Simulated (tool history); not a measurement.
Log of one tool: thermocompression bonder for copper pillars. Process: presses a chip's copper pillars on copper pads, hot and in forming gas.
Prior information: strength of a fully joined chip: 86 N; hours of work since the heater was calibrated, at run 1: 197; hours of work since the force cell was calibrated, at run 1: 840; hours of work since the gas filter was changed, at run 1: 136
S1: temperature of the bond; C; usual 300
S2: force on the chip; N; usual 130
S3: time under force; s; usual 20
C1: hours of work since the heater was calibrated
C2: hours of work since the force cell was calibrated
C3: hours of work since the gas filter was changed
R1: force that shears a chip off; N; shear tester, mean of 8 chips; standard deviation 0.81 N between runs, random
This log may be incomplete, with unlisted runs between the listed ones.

run 1 hour=0.0 | S1=300 S2=130 S3=20 | C1=197 C2=840 C3=136 | R1=62.2
run 2 hour=20.6 | S1=300 S2=154 S3=20 | C1=211 C2=854 C3=150 | R1=68.2
run 3 hour=41.0 | S1=300 S2=130 S3=10 | C1=224 C2=867 C3=164 | R1=50.4
run 4 hour=74.0 | S1=300 S2=171 S3=20 | C1=246 C2=889 C3=186 | R1=70.6
run 5 hour=97.0 | S1=300 S2=171 S3=20 | C1=262 C2=905 C3=201 | R1=69.9
run 6 hour=145.5 | S1=300 S2=169 S3=20 | C1=294 C2=937 C3=233 | R1=67.5
run 7 hour=167.4 | S1=300 S2=169 S3=20 | C1=308 C2=951 C3=248 | R1=69.4
run 8 hour=212.6 | S1=300 S2=169 S3=20 | C1=338 C2=981 C3=278 | R1=66.9
run 9 hour=234.5 | S1=300 S2=169 S3=20 | C1=353 C2=996 C3=292 | R1=68.5
run 10 hour=278.7 | S1=300 S2=130 S3=20 | C1=382 C2=1025 C3=322 | R1=56.9
run 11 hour=322.1 | S1=300 S2=93 S3=20 | C1=411 C2=1054 C3=350 | R1=44.1
run 12 hour=361.7 | S1=324 S2=130 S3=20 | C1=437 C2=1080 C3=377 | R1=66.2
-- hour=385.6 forming gas filter changed
run 13 hour=389.6 | S1=324 S2=130 S3=20 | C1=456 C2=1099 C3=3 | R1=73.3
run 14 hour=410.9 | S1=324 S2=130 S3=20 | C1=470 C2=1113 C3=17 | R1=74.7
run 15 hour=455.4 | S1=324 S2=130 S3=20 | C1=499 C2=1142 C3=46 | R1=74.9
run 16 hour=483.3 | S1=300 S2=130 S3=20 | C1=518 C2=1161 C3=65 | R1=63.1
run 17 hour=513.8 | S1=300 S2=130 S3=41 | C1=538 C2=1181 C3=85 | R1=73.1
run 18 hour=560.4 | S1=289 S2=148 S3=41 | C1=569 C2=1212 C3=116 | R1=71.2
run 19 hour=600.3 | S1=289 S2=148 S3=41 | C1=596 C2=1238 C3=143 | R1=69.7

Forecast run 20:
run 20 hour=648.5 | S1=314 S2=142 S3=23 | C1=628 C2=1271 C3=175 | R1=?

R1: 71.6 N
On a tool with no hidden condition, and with the same random variation, this run would have come out at R1 75.5 N.

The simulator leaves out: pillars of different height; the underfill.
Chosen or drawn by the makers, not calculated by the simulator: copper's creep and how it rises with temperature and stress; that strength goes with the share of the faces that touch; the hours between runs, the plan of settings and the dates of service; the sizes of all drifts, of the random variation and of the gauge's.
